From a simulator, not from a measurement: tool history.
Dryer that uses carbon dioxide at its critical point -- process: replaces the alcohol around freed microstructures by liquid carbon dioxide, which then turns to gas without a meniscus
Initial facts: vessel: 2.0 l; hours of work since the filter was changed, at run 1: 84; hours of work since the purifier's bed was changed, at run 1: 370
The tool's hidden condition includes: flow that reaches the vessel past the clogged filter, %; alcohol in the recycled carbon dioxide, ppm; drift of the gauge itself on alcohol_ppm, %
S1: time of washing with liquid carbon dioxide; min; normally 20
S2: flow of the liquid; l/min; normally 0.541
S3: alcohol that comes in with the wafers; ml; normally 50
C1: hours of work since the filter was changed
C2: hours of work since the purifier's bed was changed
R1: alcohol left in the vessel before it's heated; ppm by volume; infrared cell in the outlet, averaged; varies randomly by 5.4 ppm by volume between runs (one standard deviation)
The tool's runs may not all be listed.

run,hour,S1,S2,S3,C1,C2,R1
1,0,20,0.541,50,84,370,209
2,11.7,20,0.541,50,92,378,217
3,22,20,0.541,50,99,385,225
4,36.7,20,0.541,50,109,395,240
5,50.7,22,0.541,50,118,405,173
6,68,22,0.541,50,130,416,171
7,78.1,22,0.541,50,136,423,180
8,89.4,16,0.541,50,144,431,597
9,106.7,20,0.338,50,156,442,1437
10,115.8,21,0.633,79,162,449,158
# hour 122.2: inlet filter changed
11,129.9,19,0.627,90,5,457,180

Consider 5 possible next runs. They are alternatives, not a sequence: every one starts from the tool as it was left by run 11. What does each give?
A,142.2,30,0.403,50,13,466,?
B,142.2,19,0.37,47,13,466,?
C,142.2,18,0.431,108,13,466,?
D,142.2,20,0.541,48,13,466,?
E,142.2,16,0.807,36,13,466,?

run,R1
A,109
B,887
C,1327
D,173
E,73
With no hidden state in the tool, these same runs would have given:
run,R1
A,70
B,822
C,1241
D,131
E,35
